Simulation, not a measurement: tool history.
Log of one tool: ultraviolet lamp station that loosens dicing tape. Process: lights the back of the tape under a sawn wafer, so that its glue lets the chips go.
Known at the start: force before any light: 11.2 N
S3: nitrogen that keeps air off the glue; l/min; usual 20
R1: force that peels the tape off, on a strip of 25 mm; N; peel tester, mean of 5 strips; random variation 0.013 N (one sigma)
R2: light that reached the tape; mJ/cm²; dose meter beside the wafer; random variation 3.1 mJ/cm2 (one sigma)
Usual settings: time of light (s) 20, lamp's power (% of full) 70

{"run": 1, "hour": 0.0, "time of light (s)": 20, "lamp's power (% of full)": 70, "S3": 20, "R1": 0.721, "R2": 416}
{"run": 2, "hour": 39.6, "time of light (s)": 20, "lamp's power (% of full)": 70, "S3": 14, "R1": 0.911, "R2": 417}
{"run": 3, "hour": 69.4, "time of light (s)": 20, "lamp's power (% of full)": 70, "S3": 14, "R1": 0.906, "R2": 415}
{"run": 4, "hour": 108.6, "time of light (s)": 20, "lamp's power (% of full)": 69, "S3": 20, "R1": 0.794, "R2": 403}
{"run": 5, "hour": 142.3, "time of light (s)": 20, "lamp's power (% of full)": 63, "S3": 20, "R1": 0.962, "R2": 366}
{"run": 6, "hour": 179.6, "time of light (s)": 20, "lamp's power (% of full)": 88, "S3": 20, "R1": 0.507, "R2": 502}
{"run": 7, "hour": 203.1, "time of light (s)": 25, "lamp's power (% of full)": 88, "S3": 20, "R1": 0.356, "R2": 628}
{"run": 8, "hour": 233.8, "time of light (s)": 34, "lamp's power (% of full)": 70, "S3": 20, "R1": 0.325, "R2": 669}
{"run": 9, "hour": 250.2, "time of light (s)": 20, "lamp's power (% of full)": 70, "S3": 20, "R1": 0.856, "R2": 386}
{"run": 10, "hour": 274.3, "time of light (s)": 20, "lamp's power (% of full)": 70, "S3": 20, "R1": 0.836, "R2": 388}
{"run": 11, "hour": 306.9, "time of light (s)": 20, "lamp's power (% of full)": 70, "S3": 20, "R1": 0.868, "R2": 386}
{"run": 12, "hour": 339.4, "time of light (s)": 20, "lamp's power (% of full)": 70, "S3": 20, "R1": 0.888, "R2": 385}
{"run": 13, "hour": 365.7, "time of light (s)": 20, "lamp's power (% of full)": 70, "S3": 20, "R1": 0.903, "R2": 383}
{"run": 14, "hour": 391.7, "time of light (s)": 20, "lamp's power (% of full)": 70, "S3": 20, "R1": 0.923, "R2": 382}
{"run": 15, "hour": 419.3, "time of light (s)": 13, "lamp's power (% of full)": 70, "S3": 20, "R1": 2.006, "R2": 243}
{"run": 16, "hour": 437.4, "time of light (s)": 16, "lamp's power (% of full)": 84, "S3": 7, "R1": 1.76, "R2": 365}
{"run": 17, "hour": 456.9, "time of light (s)": 16, "lamp's power (% of full)": 84, "S3": 7, "R1": 1.775, "R2": 359}
{"hour": 459.4, "done": "window cleaned of glue's vapour"}
{"run": 18, "hour": 473.6, "time of light (s)": 16, "lamp's power (% of full)": 84, "S3": 7, "R1": 1.851, "R2": 339}
{"run": 19, "hour": 504.5, "time of light (s)": 25, "lamp's power (% of full)": 98, "S3": 7, "R1": 0.574, "R2": 624}
{"run": 20, "hour": 526.1, "time of light (s)": 13, "lamp's power (% of full)": 64, "S3": 12, "R1": 3.044, "R2": 207}

The next listed run, before its measurement:
{"run": 21, "hour": 556.4, "time of light (s)": 18, "lamp's power (% of full)": 89, "S3": 6, "R1": "?", "R2": "?"}

R1: 1.575 N
R2: 402 mJ/cm²
Without the tool's hidden state the same run would have given R1 0.891 N, R2 538 mJ/cm².
